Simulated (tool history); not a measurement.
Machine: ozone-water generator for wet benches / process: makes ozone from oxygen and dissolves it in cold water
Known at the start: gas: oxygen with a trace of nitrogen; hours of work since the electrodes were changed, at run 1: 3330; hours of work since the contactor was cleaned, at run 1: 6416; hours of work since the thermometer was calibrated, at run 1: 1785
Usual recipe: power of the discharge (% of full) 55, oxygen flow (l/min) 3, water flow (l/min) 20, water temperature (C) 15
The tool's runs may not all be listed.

run,hour,power of the discharge (% of full),oxygen flow (l/min),water flow (l/min),water temperature (C),hours of work since the electrodes were changed,hours of work since the contactor was cleaned,hours of work since the thermometer was calibrated,dissolved ozone (ppm),ozone in the gas ahead of the water (g/m3)
1,0,55,3,20,15,3330,6416,1785,10.3,141.4
2,96,55,3,20,15,3396,6483,1852,10.1,139.8
3,155.6,55,3,20,15,3438,6524,1893,10,141.9
4,284.6,55,3,20,21,3527,6613,1983,9.4,142.4
5,390.9,44,3,20,15,3601,6687,2056,8.9,125.4
6,458,44,1.63,20,15,3647,6734,2103,8.5,184.6
7,576.5,44,1.63,20,15,3729,6816,2185,8.3,185.4
8,643.2,44,1.63,20,15,3776,6862,2231,8.1,183.9
9,700.2,55,3,20,15,3815,6902,2271,9.8,140.7
10,817.5,55,3,20,15,3897,6983,2352,9.7,139.3
11,919.9,55,3,20,15,3968,7054,2423,9.6,138.5
12,1011.8,55,3,20,15,4031,7118,2487,9.6,140.3
# hour 1056.7: water thermometer calibrated
13,1094.2,55,3,20,15,4088,7175,26,9.8,140.4
14,1167.5,51,3,20,15,4139,7225,77,9.4,133.4
15,1283.1,51,3,20,15,4219,7306,157,9.4,133
16,1354.9,51,3,20,15,4269,7355,207,9.3,132.6
17,1461.6,51,3,20,15,4343,7429,281,9.4,131.8
18,1575.4,91,1.52,20,15,4422,7508,360,11.7,280.7
19,1661.3,91,3,20,14,4481,7568,419,12.6,178.8
20,1736.7,62,4.62,22,20,4534,7620,472,8.9,110.6
21,1858.3,62,4.62,22,20,4618,7705,556,8.7,110.1
22,1934.4,62,4.62,22,20,4671,7757,609,8.8,109.9
23,1993.2,62,4.62,22,20,4712,7798,650,9,110.5
24,2123.6,62,4.62,22,20,4802,7888,740,8.9,110
25,2193.7,62,4.62,22,20,4851,7937,789,8.7,110.7
26,2287.6,55,5.18,20,8,4916,8002,854,10.4,95.6
27,2413.5,55,5.18,20,8,5003,8090,941,10.2,95.5
28,2485.4,69,3.61,20,20,5053,8139,991,10.2,136.6
29,2559.2,55,2.11,12,15,5104,8191,1042,15.7,171.9
30,2679.7,55,3,14,8,5188,8274,1126,14.6,136.2

What does the tool deliver on the next run?
31,2811.2,69,3,14,8,5279,8365,1217,?,?

dissolved ozone (ppm): 16.2
ozone in the gas ahead of the water (g/m3): 152.1
With the hidden condition absent and the run-to-run variation left alone, this run would have shown dissolved ozone (ppm) 20, ozone in the gas ahead of the water (g/m3) 172.5.

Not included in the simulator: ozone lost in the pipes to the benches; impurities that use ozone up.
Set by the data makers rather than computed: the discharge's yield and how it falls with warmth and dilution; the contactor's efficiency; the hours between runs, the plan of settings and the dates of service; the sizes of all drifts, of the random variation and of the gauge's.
